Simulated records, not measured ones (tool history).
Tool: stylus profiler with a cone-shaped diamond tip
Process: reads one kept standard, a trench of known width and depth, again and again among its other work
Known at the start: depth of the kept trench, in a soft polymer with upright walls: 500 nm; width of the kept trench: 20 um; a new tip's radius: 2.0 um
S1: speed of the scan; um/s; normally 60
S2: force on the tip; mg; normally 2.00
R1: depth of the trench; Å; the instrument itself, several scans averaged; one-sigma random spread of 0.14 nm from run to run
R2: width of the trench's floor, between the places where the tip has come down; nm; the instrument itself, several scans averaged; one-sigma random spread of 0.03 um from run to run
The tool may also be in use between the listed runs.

run     day   S1    S2      R1     R2
  1   0.000   60  2.00  5033.5  15300
  2   1.400   60  1.49  5028.4  15240
  3   3.721   60  0.76  5010.1  15060
  4   5.242   60  0.76  5014.1  14940
  5   7.012   60  0.76  5010.5  14880
  6   8.225  134  2.00  5029.7  14690
      8.408  -- height scale calibrated on a step standard
  7  10.508   60  2.00  5024.3  14920
  8  11.604   51  2.38  5032.0  14870
     11.800  -- new tip fitted, height scale calibrated
  9  14.225   51  2.38  5045.1  16980
 10  16.388   89  1.65  5034.0  16610
     16.725  -- height scale calibrated on a step standard, once more
 11  18.762   21  5.00  5075.6  16850
 12  20.354   82  2.00  5043.1  16420
 13  22.796   74  4.67  5072.6  16410
 14  25.283   74  4.67  5073.8  16250

Consider 4 possible next runs. They are alternatives, not a sequence: every one starts from the tool as it was left by run 14. What does each give?
  A  26.388   81  1.51   ?   ?
  B  26.388  146  1.72   ?   ?
  C  26.388   19  3.01   ?   ?
  D  26.388   74  0.98   ?   ?

run      R1     R2
  A  5033.8  16120
  B  5037.1  15830
  C  5050.5  16360
  D  5022.5  15980
With the hidden condition removed and each run's random variation left untouched, the same runs would have given:
run      R1     R2
  A  5036.5  17040
  B  5039.8  16750
  C  5053.2  17280
  D  5025.2  16900
